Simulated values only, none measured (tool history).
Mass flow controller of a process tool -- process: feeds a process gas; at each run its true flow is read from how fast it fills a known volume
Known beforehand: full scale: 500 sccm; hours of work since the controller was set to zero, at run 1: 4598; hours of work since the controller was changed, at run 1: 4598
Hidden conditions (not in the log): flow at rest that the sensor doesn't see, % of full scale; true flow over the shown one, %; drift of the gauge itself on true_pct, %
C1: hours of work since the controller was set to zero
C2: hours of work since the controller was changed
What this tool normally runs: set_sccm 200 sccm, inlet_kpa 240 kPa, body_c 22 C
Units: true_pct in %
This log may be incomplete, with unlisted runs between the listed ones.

Run 1, hour 0.0: usual settings; C1 4598; C2 4598. Result: true_pct 101.87 %.
Run 2, hour 105.1: usual settings; C1 4680; C2 4680. Result: true_pct 101.86 %.
Run 3, hour 286.1: usual settings; C1 4823; C2 4823. Result: true_pct 102.07 %.
Run 4, hour 448.1: usual settings but body_c 29 C; C1 4951; C2 4951. Result: true_pct 102.48 %.
Run 5, hour 625.6: usual settings but body_c 29 C; C1 5091; C2 5091. Result: true_pct 102.61 %.
Run 6, hour 772.1: usual settings but set_sccm 110 sccm; C1 5206; C2 5206. Result: true_pct 103.87 %.
Run 7, hour 900.7: usual settings but set_sccm 110 sccm; C1 5308; C2 5308. Result: true_pct 103.86 %.
At hour 1071.9: controller's zero set anew.
Run 8, hour 1083.5: usual settings but set_sccm 110 sccm; C1 9; C2 5451. Result: true_pct 99.96 %.

Forecast run 9:
Run 9, hour 1248.3: usual settings but set_sccm 184 sccm, body_c 34 C; C1 139; C2 5581. Result: true_pct ?.

{"run 9": {"true_pct": 100.98}}
With the hidden condition absent and the run-to-run variation left alone, this run would have shown true_pct 99.78 %.
